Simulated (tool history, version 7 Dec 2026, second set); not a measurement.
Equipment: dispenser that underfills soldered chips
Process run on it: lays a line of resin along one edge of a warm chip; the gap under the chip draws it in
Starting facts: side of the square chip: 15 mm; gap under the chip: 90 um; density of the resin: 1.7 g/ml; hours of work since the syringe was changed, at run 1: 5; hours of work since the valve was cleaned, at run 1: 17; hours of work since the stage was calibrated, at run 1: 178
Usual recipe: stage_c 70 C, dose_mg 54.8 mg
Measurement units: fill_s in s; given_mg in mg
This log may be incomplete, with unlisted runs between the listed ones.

run   hour  stage_c  dose_mg  hours of work since the syringe was changed  hours of work since the valve was cleaned  hours of work since the stage was calibrated  fill_s  given_mg
  1      0       70     54.8                                            5                                         17                                           178   296.4     53.85
       2.3  -- new syringe of resin
      11.9  -- new syringe of resin
  2   13.8       70     54.8                                            1                                         26                                           187   228.4     53.19
        21  -- new syringe of resin
  3   28.3       59     54.8                                            5                                         36                                           197   459.1     53.01
      29.9  -- new syringe of resin
      38.9  -- new syringe of resin
  4   40.2       70     54.8                                            1                                         44                                           205   223.5     52.78
      47.9  -- new syringe of resin
  5   49.7       70     54.8                                            1                                         51                                           212     227     52.78
      57.4  -- new syringe of resin
  6   57.7       70     58.6                                            0                                         56                                           217   211.6     55.96
      67.4  -- new syringe of resin
  7   69.8       70     58.6                                            2                                         65                                           226   230.3     55.79
        77  -- new syringe of resin
  8   79.6       70     54.8                                            2                                         71                                           232   235.3     51.42
      86.3  -- new syringe of resin
  9   89.4       77     54.8                                            2                                         78                                           239     192     51.39
      91.6  -- dispensing valve cleaned and set on the balance
      96.7  -- new syringe of resin
 10   97.6       77     54.8                                            1                                          4                                           244   166.7     54.82
 11    105       70     54.8                                            6                                          9                                           249   317.9     53.75
     106.6  -- new syringe of resin
     116.2  -- new syringe of resin
 12    120       70     54.8                                            3                                         19                                           259   249.7     53.46
     126.1  -- new syringe of resin
 13  128.3       70     54.8                                            2                                         25                                           265   230.7     53.44
     136.2  -- new syringe of resin
 14  141.8       63     53.3                                            4                                         34                                           274   356.6     51.42
       146  -- new syringe of resin
     155.3  -- new syringe of resin
 15  156.9       84     51.3                                            1                                         45                                           285   142.1      49.4
       165  -- new syringe of resin
 16  167.7       71     66.4                                            2                                         52                                           292   218.7     63.37
     174.7  -- new syringe of resin
 17  180.5       56     53.2                                            4                                         61                                           301   451.3     50.53
     183.8  -- new syringe of resin
 18  187.1       56     58.9                                            2                                         65                                           305   388.9     55.47
     193.3  -- new syringe of resin
 19  193.3       70     52.4                                            0                                         70                                           309   200.4     49.15
     203.2  -- new syringe of resin
 20  206.1       80     53.3                                            2                                         78                                           318   172.9     49.86
     208.2  -- dispensing valve cleaned and set on the balance
     213.7  -- new syringe of resin
 21  221.5       77     53.1                                            6                                          9                                           328   236.6     52.66
     222.6  -- new syringe of resin
 22    228       71     53.1                                            4                                         14                                           333   258.4     52.72
     232.1  -- new syringe of resin
       241  -- new syringe of resin
 23  242.3       71     53.1                                            1                                         23                                           342   208.9     52.24
     250.5  -- new syringe of resin
 24  250.6       71     53.1                                            0                                         29                                           348   194.5     51.77
 25  258.3       74       61                                            6                                         34                                           353   260.3     59.59

Alternative continuations, all from the tool just after run 25; predict every row:
     260.2  -- new syringe of resin
     269.1  -- new syringe of resin
  A  269.6       77       61                                            0                                         42                                           361       ?         ?
     260.2  -- new syringe of resin
     269.1  -- new syringe of resin
  B  269.6       75       61                                            0                                         42                                           361       ?         ?
     260.2  -- new syringe of resin
     269.1  -- new syringe of resin
  C  269.6       62     55.8                                            0                                         42                                           361       ?         ?

run  fill_s  given_mg
  A   155.1     58.79
  B   167.6     58.83
  C   269.8     53.99
Take away the tool's hidden state, keep each run's random variation, and the runs would have read:
run  fill_s  given_mg
  A   165.4     60.85
  B   178.8     60.89
  C   289.4     55.88

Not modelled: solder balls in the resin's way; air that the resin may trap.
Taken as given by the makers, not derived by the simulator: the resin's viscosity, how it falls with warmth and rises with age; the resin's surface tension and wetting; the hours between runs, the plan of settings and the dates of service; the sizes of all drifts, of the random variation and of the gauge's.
